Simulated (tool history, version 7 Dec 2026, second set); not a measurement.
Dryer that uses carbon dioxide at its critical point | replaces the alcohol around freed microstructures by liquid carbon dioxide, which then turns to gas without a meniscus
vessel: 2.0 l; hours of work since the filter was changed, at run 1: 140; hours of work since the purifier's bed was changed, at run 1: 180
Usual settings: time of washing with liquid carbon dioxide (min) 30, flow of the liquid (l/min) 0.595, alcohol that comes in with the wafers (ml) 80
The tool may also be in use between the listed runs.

run	hour	time of washing with liquid carbon dioxide (min)	flow of the liquid (l/min)	alcohol that comes in with the wafers (ml)	hours of work since the filter was changed	hours of work since the purifier's bed was changed	alcohol left in the vessel before it's heated (ppm by volume)
1	0.0	30	0.595	80	140	180	60
2	11.4	30	0.595	80	148	188	65
3	28.3	30	0.595	80	159	199	67
4	42.0	30	0.595	80	169	209	77
5	63.4	30	0.595	80	183	223	77
6	86.1	30	0.595	80	199	239	76
7	110.8	30	0.595	80	216	256	82
8	132.8	30	0.595	80	231	271	85
9	154.2	30	0.595	80	246	286	95
10	168.0	30	0.595	80	255	295	90
11	189.7	30	0.590	80	270	310	97
12	208.5	30	0.590	80	283	323	115
13	229.2	30	0.843	80	297	337	64
14	253.4	30	0.843	80	314	354	67
15	279.6	30	0.683	80	332	372	80
16	300.3	30	0.683	80	346	386	80
17	319.7	30	0.683	80	359	399	90
18	342.3	30	0.683	107	375	415	98
19	360.1	30	0.683	107	387	427	95
20	385.3	30	0.595	80	404	444	132
21	404.0	30	0.595	29	417	457	100
22	421.6	30	0.595	29	429	469	105
23	441.0	36	0.714	68	442	483	86
24	459.3	36	0.714	68	455	495	95
25	472.5	30	0.439	51	464	504	275
26	493.4	38	0.889	107	478	518	101
27	511.5	38	0.889	52	491	531	96
28	533.3	38	0.889	52	506	546	101
29	553.8	30	0.654	43	520	560	119
30	566.9	22	0.595	66	529	569	396
31	587.2	22	0.595	66	543	583	404
32	613.5	22	0.595	66	561	601	415
33	629.7	22	0.595	66	572	612	435
# hour 635.9: inlet filter changed
34	646.6	40	0.443	37	7	623	129
35	672.9	28	0.504	37	25	641	161
36	698.8	28	0.504	37	43	659	181
37	722.5	28	0.504	37	59	675	170
38	735.5	28	0.504	37	68	684	168
39	749.6	28	0.618	52	78	694	144
40	770.6	33	0.387	26	92	708	188
41	792.5	33	0.595	69	107	723	149
42	815.0	33	0.595	69	123	738	151

Some steps in alcohol left in the vessel before it's heated (ppm by volume) between neighbouring runs. How much of each would the tool show without its hidden state too (settings, what came in, random variation), and how much is left for the hidden state, with any gauge scatter that isn't in both results?
The hidden state here: flow that reaches the vessel past the clogged filter, %; alcohol in the recycled carbon dioxide, ppm; drift of the gauge itself on alcohol_ppm, %.
Run 24 -> 25: time of washing with liquid carbon dioxide (min) 36 -> 30, flow of the liquid (l/min) 0.714 -> 0.439, alcohol that comes in with the wafers (ml) 68 -> 51. alcohol left in the vessel before it's heated (ppm by volume) +180: hidden state +97, all else +83.
Run 29 -> 30: time of washing with liquid carbon dioxide (min) 30 -> 22, flow of the liquid (l/min) 0.654 -> 0.595, alcohol that comes in with the wafers (ml) 43 -> 66. alcohol left in the vessel before it's heated (ppm by volume) +277: hidden state +160, all else +117.
Run 33 -> 34: time of washing with liquid carbon dioxide (min) 22 -> 40, flow of the liquid (l/min) 0.595 -> 0.443, alcohol that comes in with the wafers (ml) 66 -> 37, inlet filter changed. alcohol left in the vessel before it's heated (ppm by volume) -306: hidden state -191, all else -115.

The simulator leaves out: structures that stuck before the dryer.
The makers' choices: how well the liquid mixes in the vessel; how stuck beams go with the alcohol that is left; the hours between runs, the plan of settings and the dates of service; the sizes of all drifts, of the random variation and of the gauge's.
